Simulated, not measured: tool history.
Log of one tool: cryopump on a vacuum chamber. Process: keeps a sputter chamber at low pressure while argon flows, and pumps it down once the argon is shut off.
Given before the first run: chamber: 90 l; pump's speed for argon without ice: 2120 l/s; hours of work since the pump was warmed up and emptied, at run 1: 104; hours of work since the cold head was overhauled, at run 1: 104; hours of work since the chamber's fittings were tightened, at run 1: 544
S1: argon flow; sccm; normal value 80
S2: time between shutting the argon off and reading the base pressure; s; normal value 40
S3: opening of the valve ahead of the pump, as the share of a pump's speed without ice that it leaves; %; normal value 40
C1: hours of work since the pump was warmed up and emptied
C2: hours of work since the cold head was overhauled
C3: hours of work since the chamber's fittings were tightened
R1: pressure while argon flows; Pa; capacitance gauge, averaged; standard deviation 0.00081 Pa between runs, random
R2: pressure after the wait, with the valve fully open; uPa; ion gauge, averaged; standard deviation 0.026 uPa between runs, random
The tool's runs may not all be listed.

| run | hour | S1 | S2 | S3 | C1 | C2 | C3 | R1 | R2 |
|---|---|---|---|---|---|---|---|---|---|
| 1 | 0.0 | 80 | 40 | 40 | 104 | 104 | 544 | 0.1609 | 1.38 |
| 2 | 27.7 | 80 | 40 | 40 | 122 | 122 | 562 | 0.1622 | 1.40 |
| 3 | 46.1 | 80 | 40 | 40 | 134 | 134 | 574 | 0.1611 | 1.40 |
| 4 | 78.3 | 80 | 40 | 40 | 155 | 155 | 594 | 0.1614 | 1.41 |
| 5 | 103.0 | 80 | 40 | 40 | 171 | 171 | 610 | 0.1636 | 1.38 |
| 6 | 141.1 | 80 | 40 | 40 | 196 | 196 | 635 | 0.1644 | 1.42 |
| 7 | 161.5 | 80 | 40 | 40 | 209 | 209 | 648 | 0.1625 | 1.47 |
| 8 | 193.5 | 80 | 40 | 40 | 230 | 230 | 669 | 0.1643 | 1.48 |
| 9 | 219.6 | 140 | 40 | 40 | 247 | 247 | 686 | 0.2884 | 1.48 |
| 10 | 240.4 | 140 | 40 | 40 | 260 | 260 | 699 | 0.2868 | 1.48 |
| 11 | 267.4 | 140 | 40 | 40 | 278 | 278 | 717 | 0.2890 | 1.48 |
| 12 | 292.2 | 140 | 40 | 40 | 294 | 294 | 733 | 0.2890 | 1.53 |
| 13 | 314.7 | 140 | 40 | 40 | 308 | 308 | 747 | 0.2911 | 1.46 |
| 14 | 337.5 | 80 | 40 | 40 | 323 | 323 | 762 | 0.1647 | 1.52 |
| 15 | 355.1 | 80 | 40 | 40 | 334 | 334 | 774 | 0.1658 | 1.57 |
| 16 | 375.3 | 39 | 35 | 40 | 347 | 347 | 787 | 0.0817 | 1.70 |
| 17 | 413.9 | 80 | 40 | 39 | 372 | 372 | 812 | 0.1715 | 1.60 |
| 18 | 446.6 | 80 | 40 | 39 | 394 | 394 | 833 | 0.1713 | 1.58 |
| 19 | 468.5 | 105 | 40 | 39 | 408 | 408 | 847 | 0.2240 | 1.56 |
| 20 | 498.9 | 105 | 40 | 39 | 427 | 427 | 867 | 0.2256 | 1.65 |
| 21 | 519.0 | 71 | 57 | 40 | 440 | 440 | 880 | 0.1498 | 1.39 |
| 22 | 558.4 | 44 | 22 | 20 | 466 | 466 | 905 | 0.1780 | 2.44 |
| 23 | 574.5 | 123 | 41 | 20 | 476 | 476 | 916 | 0.5029 | 1.63 |
| 24 | 590.3 | 123 | 156 | 20 | 487 | 487 | 926 | 0.5062 | 0.95 |
| 25 | 621.6 | 43 | 160 | 41 | 507 | 507 | 946 | 0.0898 | 0.95 |
| 26 | 651.9 | 80 | 42 | 23 | 526 | 526 | 966 | 0.2871 | 1.71 |
| 27 | 691.3 | 42 | 27 | 23 | 552 | 552 | 991 | 0.1530 | 2.15 |
| 28 | 724.2 | 42 | 27 | 23 | 573 | 573 | 1012 | 0.1515 | 2.17 |

Run by run, hidden condition taken away, random variation retained:
The tool's hidden condition here consists of: pump's speed, % of a pump's without ice; cold plate's temperature, K; leak into the chamber, uPa l/s; drift of the gauge itself on working_pa, %; drift of the gauge itself on base_upa, %.
| run | R1 | R2 |
|---|---|---|
| 1 | 0.1589 | 1.07 |
| 2 | 0.1597 | 1.08 |
| 3 | 0.1585 | 1.08 |
| 4 | 0.1583 | 1.08 |
| 5 | 0.1602 | 1.04 |
| 6 | 0.1605 | 1.06 |
| 7 | 0.1584 | 1.10 |
| 8 | 0.1598 | 1.09 |
| 9 | 0.2799 | 1.09 |
| 10 | 0.2779 | 1.08 |
| 11 | 0.2794 | 1.06 |
| 12 | 0.2789 | 1.09 |
| 13 | 0.2803 | 1.03 |
| 14 | 0.1583 | 1.07 |
| 15 | 0.1592 | 1.10 |
| 16 | 0.0783 | 1.23 |
| 17 | 0.1641 | 1.11 |
| 18 | 0.1635 | 1.07 |
| 19 | 0.2132 | 1.05 |
| 20 | 0.2142 | 1.10 |
| 21 | 0.1418 | 0.84 |
| 22 | 0.1728 | 1.87 |
| 23 | 0.4880 | 1.06 |
| 24 | 0.4908 | 0.36 |
| 25 | 0.0841 | 0.37 |
| 26 | 0.2761 | 1.10 |
| 27 | 0.1469 | 1.53 |
| 28 | 0.1451 | 1.52 |
